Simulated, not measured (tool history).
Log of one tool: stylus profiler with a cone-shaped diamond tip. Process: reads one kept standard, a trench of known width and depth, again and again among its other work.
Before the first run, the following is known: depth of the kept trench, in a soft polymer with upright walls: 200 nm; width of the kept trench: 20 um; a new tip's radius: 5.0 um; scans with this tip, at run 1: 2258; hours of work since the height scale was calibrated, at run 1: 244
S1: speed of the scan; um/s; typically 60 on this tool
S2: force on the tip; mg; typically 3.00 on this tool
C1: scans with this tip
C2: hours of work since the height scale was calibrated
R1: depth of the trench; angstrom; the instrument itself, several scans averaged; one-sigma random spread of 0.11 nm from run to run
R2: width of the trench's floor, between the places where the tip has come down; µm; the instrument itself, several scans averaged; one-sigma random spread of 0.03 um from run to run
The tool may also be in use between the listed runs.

| run | hour | S1 | S2 | C1 | C2 | R1 | R2 |
|---|---|---|---|---|---|---|---|
| 1 | 0.0 | 60 | 3.00 | 2258 | 244 | 2037.5 | 16.74 |
| 2 | 9.4 | 60 | 3.00 | 2321 | 251 | 2042.2 | 16.82 |
| 3 | 25.4 | 60 | 3.00 | 2428 | 263 | 2039.7 | 16.76 |
| 4 | 32.4 | 60 | 3.00 | 2474 | 268 | 2041.2 | 16.74 |
| 5 | 48.6 | 60 | 3.00 | 2582 | 279 | 2038.4 | 16.71 |
| 6 | 57.6 | 60 | 3.00 | 2642 | 286 | 2039.4 | 16.77 |
| 7 | 66.7 | 57 | 3.00 | 2703 | 292 | 2041.1 | 16.79 |
| 8 | 81.6 | 60 | 3.00 | 2802 | 303 | 2039.6 | 16.69 |
| 9 | 92.0 | 60 | 3.00 | 2872 | 311 | 2039.6 | 16.68 |
| 10 | 100.9 | 60 | 3.00 | 2931 | 317 | 2040.9 | 16.76 |
| 11 | 107.8 | 17 | 3.00 | 2977 | 322 | 2039.2 | 16.98 |
| 12 | 117.8 | 15 | 3.00 | 3043 | 329 | 2038.9 | 16.97 |
| 13 | 130.1 | 60 | 3.00 | 3126 | 338 | 2040.5 | 16.71 |
| 14 | 143.2 | 154 | 3.00 | 3213 | 348 | 2041.4 | 16.24 |
| 15 | 156.4 | 52 | 3.00 | 3301 | 357 | 2038.9 | 16.74 |
| 16 | 166.4 | 52 | 3.00 | 3367 | 364 | 2041.7 | 16.78 |
| 17 | 181.7 | 52 | 3.00 | 3469 | 375 | 2040.5 | 16.79 |
| 18 | 191.4 | 93 | 3.22 | 3534 | 382 | 2041.9 | 16.57 |
| 19 | 206.1 | 43 | 3.54 | 3632 | 393 | 2044.7 | 16.83 |
|  | 207.8 | height scale calibrated on a step standard |
| 20 | 215.9 | 94 | 5.96 | 3694 | 6 | 2063.7 | 16.66 |
| 21 | 228.3 | 180 | 4.12 | 3776 | 15 | 2049.0 | 16.27 |
|  | 235.8 | height scale calibrated on a step standard, once more |
| 22 | 242.3 | 73 | 1.00 | 3866 | 5 | 2018.7 | 16.34 |
| 23 | 258.1 | 73 | 1.00 | 3972 | 16 | 2016.3 | 16.33 |
| 24 | 273.8 | 73 | 1.00 | 4076 | 27 | 2020.0 | 16.38 |
| 25 | 282.4 | 73 | 1.00 | 4134 | 34 | 2018.6 | 16.42 |
| 26 | 289.3 | 50 | 2.66 | 4179 | 39 | 2034.5 | 16.77 |
| 27 | 296.9 | 50 | 2.66 | 4231 | 44 | 2033.5 | 16.70 |
| 28 | 313.5 | 222 | 2.84 | 4341 | 56 | 2033.8 | 15.82 |
| 29 | 322.8 | 72 | 1.64 | 4403 | 63 | 2027.4 | 16.52 |
| 30 | 329.7 | 72 | 1.64 | 4449 | 68 | 2027.5 | 16.46 |
| 31 | 338.1 | 190 | 1.86 | 4505 | 74 | 2029.4 | 15.76 |
| 32 | 350.6 | 190 | 1.86 | 4588 | 83 | 2029.3 | 15.83 |
| 33 | 363.8 | 190 | 1.86 | 4676 | 92 | 2027.4 | 15.79 |

Consider 5 possible next runs. They are alternatives, not a sequence: every one starts from the tool as it was left by run 33. What does each give?
| A | 375.9 | 16 | 1.86 | 4757 | 101 | ? | ? |
| B | 375.9 | 22 | 1.33 | 4757 | 101 | ? | ? |
| C | 375.9 | 162 | 1.08 | 4757 | 101 | ? | ? |
| D | 375.9 | 95 | 3.14 | 4757 | 101 | ? | ? |
| E | 375.9 | 51 | 1.86 | 4757 | 101 | ? | ? |

| run | R1 | R2 |
|---|---|---|
| A | 2028.9 | 16.87 |
| B | 2022.7 | 16.74 |
| C | 2020.1 | 15.64 |
| D | 2039.4 | 16.47 |
| E | 2028.6 | 16.66 |
Had the tool no hidden state, the same runs would have come out as:
| run | R1 | R2 |
|---|---|---|
| A | 2027.8 | 17.12 |
| B | 2021.5 | 17.00 |
| C | 2018.9 | 15.89 |
| D | 2038.2 | 16.72 |
| E | 2027.4 | 16.91 |
